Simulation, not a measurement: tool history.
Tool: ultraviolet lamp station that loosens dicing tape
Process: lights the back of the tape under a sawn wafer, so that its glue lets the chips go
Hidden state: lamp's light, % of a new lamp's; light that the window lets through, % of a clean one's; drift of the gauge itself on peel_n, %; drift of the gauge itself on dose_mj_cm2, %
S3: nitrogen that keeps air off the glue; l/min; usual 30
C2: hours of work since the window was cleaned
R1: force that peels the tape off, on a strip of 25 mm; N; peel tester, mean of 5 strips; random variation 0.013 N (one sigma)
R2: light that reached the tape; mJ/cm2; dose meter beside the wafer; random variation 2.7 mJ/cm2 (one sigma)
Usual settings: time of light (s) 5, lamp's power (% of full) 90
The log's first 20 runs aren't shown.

Run 21, hour 422.0: usual settings but time of light (s) 2, lamp's power (% of full) 85, S3 38 l/min; hours of work of the lamp 335; C2 215. Result: R1 2.553 N, R2 112 mJ/cm2.
Run 22, hour 452.0: usual settings but time of light (s) 2, lamp's power (% of full) 62, S3 34 l/min; hours of work of the lamp 354; C2 234. Result: R1 3.084 N, R2 80 mJ/cm2.
Run 23, hour 475.3: usual settings but time of light (s) 9, lamp's power (% of full) 94, S3 16 l/min; hours of work of the lamp 368; C2 248. Result: R1 0.477 N, R2 525 mJ/cm2.
Run 24, hour 495.5: usual settings but lamp's power (% of full) 94, S3 16 l/min; hours of work of the lamp 380; C2 260. Result: R1 1.258 N, R2 286 mJ/cm2.
At hour 509.1: window cleaned of glue's vapour.
Run 25, hour 509.1: usual settings but time of light (s) 3, lamp's power (% of full) 70, S3 14 l/min; hours of work of the lamp 388; C2 0. Result: R1 2.536 N, R2 155 mJ/cm2.
Run 26, hour 531.7: usual settings but time of light (s) 3, lamp's power (% of full) 70, S3 14 l/min; hours of work of the lamp 402; C2 14. Result: R1 2.556 N, R2 155 mJ/cm2.
Run 27, hour 560.7: usual settings but lamp's power (% of full) 71, S3 45 l/min; hours of work of the lamp 420; C2 32. Result: R1 0.834 N, R2 255 mJ/cm2.
Run 28, hour 585.4: usual settings but lamp's power (% of full) 71, S3 45 l/min; hours of work of the lamp 435; C2 47. Result: R1 0.885 N, R2 252 mJ/cm2.
Run 29, hour 612.5: usual settings but time of light (s) 9, lamp's power (% of full) 87, S3 9 l/min; hours of work of the lamp 451; C2 63. Result: R1 0.678 N, R2 548 mJ/cm2.
Run 30, hour 628.5: usual settings but time of light (s) 9, lamp's power (% of full) 69, S3 53 l/min; hours of work of the lamp 461; C2 73. Result: R1 0.318 N, R2 435 mJ/cm2.
Run 31, hour 644.4: usual settings but time of light (s) 4, S3 9 l/min; hours of work of the lamp 471; C2 83. Result: R1 1.964 N, R2 249 mJ/cm2.
Run 32, hour 661.0: usual settings but time of light (s) 4, S3 9 l/min; hours of work of the lamp 481; C2 93. Result: R1 2.040 N, R2 245 mJ/cm2.
Run 33, hour 687.2: usual settings but time of light (s) 4, S3 9 l/min; hours of work of the lamp 497; C2 109. Result: R1 2.044 N, R2 238 mJ/cm2.
Run 34, hour 711.4: usual settings but time of light (s) 2, lamp's power (% of full) 81, S3 12 l/min; hours of work of the lamp 512; C2 124. Result: R1 3.254 N, R2 107 mJ/cm2.

Forecast each of these 4 alternatives for the next run:
Run A, hour 742.1: usual settings but time of light (s) 2, lamp's power (% of full) 77, S3 12 l/min; hours of work of the lamp 530; C2 142. Result: R1 ?, R2 ?.
Run B, hour 742.1: usual settings but time of light (s) 2, lamp's power (% of full) 91, S3 13 l/min; hours of work of the lamp 530; C2 142. Result: R1 ?, R2 ?.
Run C, hour 742.1: usual settings but time of light (s) 2, lamp's power (% of full) 98, S3 10 l/min; hours of work of the lamp 530; C2 142. Result: R1 ?, R2 ?.
Run D, hour 742.1: usual settings but lamp's power (% of full) 82, S3 25 l/min; hours of work of the lamp 530; C2 142. Result: R1 ?, R2 ?.

run     R1   R2
  A  3.355  102
  B  3.088  122
  C  3.111  131
  D  1.106  267
Without the tool's hidden state the same runs would have given:
run     R1   R2
  A  3.041  124
  B  2.740  147
  C  2.772  158
  D  0.823  324
